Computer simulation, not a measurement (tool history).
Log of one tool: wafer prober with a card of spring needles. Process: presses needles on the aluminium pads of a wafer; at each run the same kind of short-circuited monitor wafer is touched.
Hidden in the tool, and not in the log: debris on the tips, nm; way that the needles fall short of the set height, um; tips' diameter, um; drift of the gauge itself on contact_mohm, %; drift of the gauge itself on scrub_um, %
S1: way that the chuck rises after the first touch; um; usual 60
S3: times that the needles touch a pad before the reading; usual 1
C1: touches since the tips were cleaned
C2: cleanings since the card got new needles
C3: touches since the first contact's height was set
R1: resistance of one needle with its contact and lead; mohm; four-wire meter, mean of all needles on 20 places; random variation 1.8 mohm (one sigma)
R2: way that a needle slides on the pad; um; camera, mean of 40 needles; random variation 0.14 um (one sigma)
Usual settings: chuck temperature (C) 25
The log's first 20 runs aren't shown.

At day 10.712: tips cleaned on abrasive film.
Run 21, day 10.812: usual settings but chuck temperature (C) 35, S3 3; C1 602; C2 58; C3 42811. Result: R1 189 mohm, R2 15.21 um.
At day 11.104: tips cleaned on abrasive film.
Run 22, day 11.212: usual settings but S1 53 um, chuck temperature (C) 35, S3 3; C1 635; C2 59; C3 45145. Result: R1 191 mohm, R2 13.07 um.
At day 11.508: tips cleaned on abrasive film.
At day 11.9: tips cleaned on abrasive film.
Run 23, day 11.908: usual settings but S1 53 um, chuck temperature (C) 35, S3 3; C1 40; C2 61; C3 49220. Result: R1 197 mohm, R2 13.12 um.
At day 12.312: tips cleaned on abrasive film.
Run 24, day 12.608: usual settings but chuck temperature (C) 39; C1 1752; C2 62; C3 53351. Result: R1 191 mohm, R2 15.07 um.
At day 12.729: tips cleaned on abrasive film.
At day 13.125: tips cleaned on abrasive film.
Run 25, day 13.304: usual settings but S1 61 um, chuck temperature (C) 51; C1 1055; C2 64; C3 57423. Result: R1 191 mohm, R2 15.45 um.
At day 13.562: tips cleaned on abrasive film.
Run 26, day 13.712: usual settings but S1 66 um, chuck temperature (C) 50; C1 878; C2 65; C3 59821. Result: R1 190 mohm, R2 16.46 um.
At day 13.975: tips cleaned on abrasive film.
Run 27, day 14.017: usual settings but S1 66 um, chuck temperature (C) 50; C1 248; C2 66; C3 61611. Result: R1 192 mohm, R2 16.42 um.
At day 14.383: tips cleaned on abrasive film.
Run 28, day 14.562: usual settings but S1 69 um, chuck temperature (C) 89; C1 1066; C2 67; C3 64808. Result: R1 200 mohm, R2 17.13 um.
At day 14.808: tips cleaned on abrasive film.
At day 15.2: tips cleaned on abrasive film.
Run 29, day 15.3: usual settings but S1 47 um; C1 590; C2 69; C3 69136. Result: R1 196 mohm, R2 11.68 um.
At day 15.6: tips cleaned on abrasive film.
Run 30, day 15.667: usual settings but S1 45 um; C1 400; C2 70; C3 71271. Result: R1 198 mohm, R2 11.17 um.

Forecast run 31:
At day 15.988: tips cleaned on abrasive film.
At day 16.417: tips cleaned on abrasive film.
Run 31, day 16.417: usual settings but S1 72 um, chuck temperature (C) 80, S3 2; C1 0; C2 72; C3 75678. Result: R1 ?, R2 ?.

Run 31 gave R1 194 mohm, R2 18.1 um.
Without the tool's hidden state the same run would have given R1 194 mohm, R2 18.11 um.
